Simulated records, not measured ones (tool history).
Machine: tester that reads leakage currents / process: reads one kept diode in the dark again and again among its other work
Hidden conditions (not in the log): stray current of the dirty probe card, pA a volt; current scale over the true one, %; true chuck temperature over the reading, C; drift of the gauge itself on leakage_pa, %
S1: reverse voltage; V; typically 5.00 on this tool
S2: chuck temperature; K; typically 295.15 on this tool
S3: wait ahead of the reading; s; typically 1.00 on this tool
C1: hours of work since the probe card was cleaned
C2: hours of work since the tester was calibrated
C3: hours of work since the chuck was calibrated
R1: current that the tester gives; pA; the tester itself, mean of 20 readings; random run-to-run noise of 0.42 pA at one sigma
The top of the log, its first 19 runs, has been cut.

| run | hour | S1 | S2 | S3 | C1 | C2 | C3 | R1 |
|---|---|---|---|---|---|---|---|---|
| 20 | 1428.3 | 5.00 | 295.15 | 8.24 | 2128 | 4064 | 761 | 137.30 |
| 21 | 1482.3 | 5.00 | 295.15 | 0.77 | 2170 | 4106 | 803 | 139.55 |
| 22 | 1542.8 | 5.00 | 295.15 | 0.77 | 2216 | 4152 | 849 | 139.12 |
|  | 1559.5 | tester calibrated |
| 23 | 1605.7 | 15.77 | 295.15 | 0.77 | 2263 | 36 | 896 | 229.33 |
| 24 | 1687.1 | 13.84 | 296.15 | 0.76 | 2326 | 98 | 959 | 236.92 |
| 25 | 1756.7 | 11.94 | 295.15 | 4.15 | 2379 | 152 | 1012 | 199.35 |
| 26 | 1842.0 | 11.94 | 315.15 | 3.52 | 2445 | 217 | 1078 | 1180.85 |
| 27 | 1888.1 | 11.94 | 300.15 | 1.66 | 2480 | 253 | 1113 | 320.75 |
| 28 | 1936.3 | 11.94 | 300.15 | 1.66 | 2518 | 290 | 1151 | 318.62 |
| 29 | 2012.3 | 5.00 | 295.15 | 1.37 | 2576 | 348 | 1209 | 138.10 |
| 30 | 2104.3 | 5.00 | 295.15 | 1.37 | 2647 | 419 | 1280 | 137.75 |
| 31 | 2179.1 | 5.00 | 295.15 | 0.38 | 2704 | 477 | 1337 | 140.47 |
| 32 | 2265.8 | 6.71 | 304.15 | 2.13 | 2771 | 543 | 1404 | 356.93 |
| 33 | 2345.5 | 6.71 | 304.15 | 1.18 | 2832 | 605 | 1465 | 359.83 |
| 34 | 2430.2 | 6.71 | 304.15 | 1.18 | 2898 | 670 | 1530 | 358.31 |
| 35 | 2491.7 | 6.71 | 320.15 | 0.47 | 2945 | 717 | 1578 | 1400.58 |
| 36 | 2544.3 | 6.71 | 326.15 | 0.47 | 2985 | 758 | 1618 | 2240.16 |
| 37 | 2589.1 | 6.71 | 300.15 | 1.07 | 3020 | 792 | 1653 | 250.35 |
|  | 2618.5 | probe card cleaned and baked |
| 38 | 2633.5 | 19.97 | 295.15 | 4.31 | 12 | 824 | 1685 | 247.41 |
| 39 | 2729.9 | 19.97 | 295.15 | 4.31 | 86 | 898 | 1759 | 249.08 |
| 40 | 2775.1 | 6.29 | 320.15 | 0.63 | 121 | 933 | 1794 | 1352.95 |

Below are 4 alternative next runs, each starting from the tool's condition after run 40. Predict each:
| A | 2850.4 | 5.00 | 296.15 | 4.51 | 178 | 991 | 1851 | ? |
| B | 2850.4 | 1.27 | 295.15 | 1.00 | 178 | 991 | 1851 | ? |
| C | 2850.4 | 4.58 | 320.15 | 4.20 | 178 | 991 | 1851 | ? |
| D | 2850.4 | 8.51 | 318.15 | 0.63 | 178 | 991 | 1851 | ? |

| run | R1 |
|---|---|
| A | 152.26 |
| B | 76.63 |
| C | 1182.28 |
| D | 1311.69 |
The same runs, with their run-to-run variation unchanged, on a tool lacking any hidden condition would have given:
| run | R1 |
|---|---|
| A | 152.15 |
| B | 76.58 |
| C | 1181.62 |
| D | 1310.95 |
